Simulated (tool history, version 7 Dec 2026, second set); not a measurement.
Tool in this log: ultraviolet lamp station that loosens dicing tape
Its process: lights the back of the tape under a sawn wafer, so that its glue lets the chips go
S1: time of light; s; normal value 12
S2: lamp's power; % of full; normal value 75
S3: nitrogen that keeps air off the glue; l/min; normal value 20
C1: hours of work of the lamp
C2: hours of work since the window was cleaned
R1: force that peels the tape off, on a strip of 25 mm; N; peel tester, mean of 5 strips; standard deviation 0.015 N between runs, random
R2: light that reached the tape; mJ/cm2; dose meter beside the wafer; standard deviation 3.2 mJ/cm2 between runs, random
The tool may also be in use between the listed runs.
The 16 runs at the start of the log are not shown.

run 17 hour=194.8 | S1=13 S2=75 S3=20 | C1=413 C2=104 | R1=0.849 R2=446
run 18 hour=204.5 | S1=13 S2=75 S3=20 | C1=418 C2=109 | R1=0.879 R2=449
run 19 hour=222.1 | S1=13 S2=75 S3=20 | C1=429 C2=120 | R1=0.914 R2=439
run 20 hour=231.2 | S1=13 S2=75 S3=20 | C1=434 C2=125 | R1=0.916 R2=445
run 21 hour=240.7 | S1=21 S2=75 S3=20 | C1=439 C2=130 | R1=0.341 R2=714
run 22 hour=250.2 | S1=21 S2=75 S3=20 | C1=445 C2=136 | R1=0.34 R2=714
run 23 hour=265.4 | S1=12 S2=63 S3=8 | C1=454 C2=145 | R1=2.56 R2=342
run 24 hour=276.8 | S1=12 S2=63 S3=8 | C1=460 C2=151 | R1=2.591 R2=335
run 25 hour=286.6 | S1=8 S2=66 S3=23 | C1=466 C2=157 | R1=2.575 R2=240
run 26 hour=295.3 | S1=8 S2=66 S3=23 | C1=471 C2=162 | R1=2.576 R2=234
run 27 hour=302.9 | S1=10 S2=66 S3=33 | C1=475 C2=166 | R1=1.496 R2=293
run 28 hour=311.7 | S1=10 S2=66 S3=33 | C1=480 C2=171 | R1=1.532 R2=295
run 29 hour=327.5 | S1=12 S2=72 S3=21 | C1=490 C2=180 | R1=1.207 R2=378
run 30 hour=339.9 | S1=12 S2=72 S3=21 | C1=497 C2=188 | R1=1.229 R2=376
run 31 hour=352.2 | S1=9 S2=75 S3=20 | C1=504 C2=195 | R1=1.967 R2=295
run 32 hour=365.3 | S1=14 S2=75 S3=20 | C1=511 C2=202 | R1=0.9 R2=458
run 33 hour=376.6 | S1=8 S2=84 S3=20 | C1=518 C2=209 | R1=2.049 R2=291
run 34 hour=386.4 | S1=8 S2=84 S3=20 | C1=524 C2=215 | R1=2.032 R2=287
run 35 hour=400.9 | S1=12 S2=70 S3=36 | C1=532 C2=223 | R1=0.989 R2=358
run 36 hour=409.3 | S1=6 S2=70 S3=36 | C1=537 C2=228 | R1=3.105 R2=176
run 37 hour=421.2 | S1=6 S2=70 S3=36 | C1=544 C2=235 | R1=3.11 R2=172
run 38 hour=432.1 | S1=6 S2=70 S3=36 | C1=550 C2=241 | R1=3.081 R2=180
run 39 hour=445.3 | S1=9 S2=70 S3=29 | C1=558 C2=248 | R1=1.948 R2=265
run 40 hour=457 | S1=14 S2=99 S3=7 | C1=564 C2=255 | R1=1.157 R2=580
run 41 hour=467.1 | S1=22 S2=64 S3=31 | C1=570 C2=261 | R1=0.386 R2=594

Alternative continuations, all from the tool just after run 41; predict every row:
-- hour=469.1 window cleaned of glue's vapour
run A hour=477.1 | S1=22 S2=73 S3=31 | C1=576 C2=5 | R1=? R2=?
-- hour=469.1 window cleaned of glue's vapour
run B hour=477.1 | S1=22 S2=64 S3=8 | C1=576 C2=5 | R1=? R2=?
-- hour=469.1 window cleaned of glue's vapour
run C hour=477.1 | S1=9 S2=61 S3=36 | C1=576 C2=5 | R1=? R2=?
-- hour=469.1 window cleaned of glue's vapour
run D hour=477.1 | S1=12 S2=64 S3=32 | C1=576 C2=5 | R1=? R2=?
-- hour=469.1 window cleaned of glue's vapour
run E hour=477.1 | S1=11 S2=64 S3=7 | C1=576 C2=5 | R1=? R2=?

run=A R1=0.258 R2=709
run=B R1=0.869 R2=623
run=C R1=2.055 R2=243
run=D R1=1.183 R2=340
run=E R1=3.089 R2=311
Without the tool's unlogged condition, the same runs would have read:
run=A R1=0.206 R2=875
run=B R1=0.55 R2=769
run=C R1=1.433 R2=300
run=D R1=0.765 R2=419
run=E R1=2.331 R2=384

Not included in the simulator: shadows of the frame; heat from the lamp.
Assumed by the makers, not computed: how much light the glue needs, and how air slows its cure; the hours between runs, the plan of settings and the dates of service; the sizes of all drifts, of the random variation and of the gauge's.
